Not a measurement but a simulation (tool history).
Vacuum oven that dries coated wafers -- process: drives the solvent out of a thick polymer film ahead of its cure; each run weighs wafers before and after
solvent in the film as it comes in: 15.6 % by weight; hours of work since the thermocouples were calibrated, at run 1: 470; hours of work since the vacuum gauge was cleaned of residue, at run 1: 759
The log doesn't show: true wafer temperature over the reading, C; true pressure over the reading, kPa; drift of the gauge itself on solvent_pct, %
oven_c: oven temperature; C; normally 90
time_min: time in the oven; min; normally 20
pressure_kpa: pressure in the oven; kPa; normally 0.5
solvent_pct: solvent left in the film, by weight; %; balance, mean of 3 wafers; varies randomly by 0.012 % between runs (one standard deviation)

run     day  oven_c  time_min  pressure_kpa  hours of work since the thermocouples were calibrated  hours of work since the vacuum gauge was cleaned of residue  solvent_pct
  1       0      90        20           0.5                                                    470                                                          759         0.75
  2   1.283      82        20           0.5                                                    488                                                          777         2.24
  3   2.879      82        20           0.5                                                    511                                                          800         2.25
  4   3.979      82        20           0.5                                                    527                                                          816         2.25
  5   4.754      82        20           0.5                                                    538                                                          827         2.28
  6   6.233      82        20           0.5                                                    559                                                          848          2.3
  7   7.671      90        20         0.598                                                    580                                                          869         0.82
  8   9.383      90        20         0.598                                                    604                                                          893         0.83
  9  11.029      90        20         0.598                                                    628                                                          917         0.84
 10  11.888      90        20         0.598                                                    640                                                          929         0.83
 11  13.283      90        20           0.5                                                    660                                                          949          0.8
 12  14.188      90        20           0.5                                                    673                                                          962         0.81
 13  15.517      90        20           0.5                                                    692                                                          981          0.8
 14  16.775      90        20           0.5                                                    710                                                          999          0.8
 15  17.542      90        20           0.5                                                    721                                                         1010         0.79
 16  18.692      90        20           0.5                                                    738                                                         1027          0.8
 17  19.517      90        20           0.5                                                    749                                                         1038         0.81
 18  21.025      90        20           0.5                                                    771                                                         1060         0.83
 19  22.733      90        20           0.5                                                    795                                                         1085         0.83
 20   24.35      90        20           0.5                                                    818                                                         1108         0.82
 21  25.329      90        16           0.5                                                    832                                                         1122          1.3
 22  26.942      90        16           0.5                                                    856                                                         1145         1.32
 23  27.779      90        16           0.5                                                    868                                                         1157         1.34
     28.008  -- oven's thermocouples calibrated
 24  29.596      90        16           0.5                                                     23                                                         1182         1.26
 25  30.675      90        16         1.377                                                     38                                                         1197         1.56
 26  32.246     105        18         0.782                                                     61                                                         1220          0.2
 27  33.042     105        17         1.999                                                     72                                                         1231         0.45
 28  34.425     105        17         1.999                                                     92                                                         1251         0.42
 29  35.254     105        13         1.999                                                    104                                                         1263         0.53
 30  36.883      76        16         0.318                                                    127                                                         1286         5.03
 31  37.871      76        14          0.53                                                    141                                                         1300         5.73
 32  38.625      87        11         0.861                                                    152                                                         1311         3.47
 33  40.083      88        16         1.702                                                    173                                                         1332         2.08
 34  41.029      88        16         1.702                                                    186                                                         1345         2.12
 35  42.304      88        24         1.702                                                    205                                                         1363         1.19
 36  43.721      88        24         0.767                                                    225                                                         1384         0.85
 37  44.717      83        10         0.359                                                    239                                                         1398         4.98
 38  45.796      76        20           0.5                                                    255                                                         1413         4.13
 39  47.042      77        20         1.692                                                    272                                                         1431         4.37
 40  48.804      86        13           0.5                                                    298                                                         1457         2.99
 41  50.317     100        13           0.5                                                    319                                                         1478          0.5
 42  51.129      76        20         1.003                                                    331                                                         1490         4.39
 43  52.112      76        18         0.741                                                    345                                                         1504         4.74
 44  53.071      98        18         0.741                                                    359                                                         1518         0.37
 45  53.908      98        17         0.862                                                    371                                                         1530         0.45
 46  54.767      80        10         0.408                                                    383                                                         1542         6.02
 47  55.879      76        27         0.542                                                    399                                                         1558         2.96

Predict each of these 3 candidate next runs independently; none follows another, all start after run 47:
  A  57.029      86        27         0.781                                                    415                                                         1574            ?
  B  57.029      76        27         1.677                                                    415                                                         1574            ?
  C  57.029      94        27         0.442                                                    415                                                         1574            ?

run  solvent_pct
  A         0.93
  B         3.54
  C         0.27
With the hidden condition removed and each run's random variation left untouched, the same runs would have given:
run  solvent_pct
  A         0.75
  B          3.2
  C         0.18
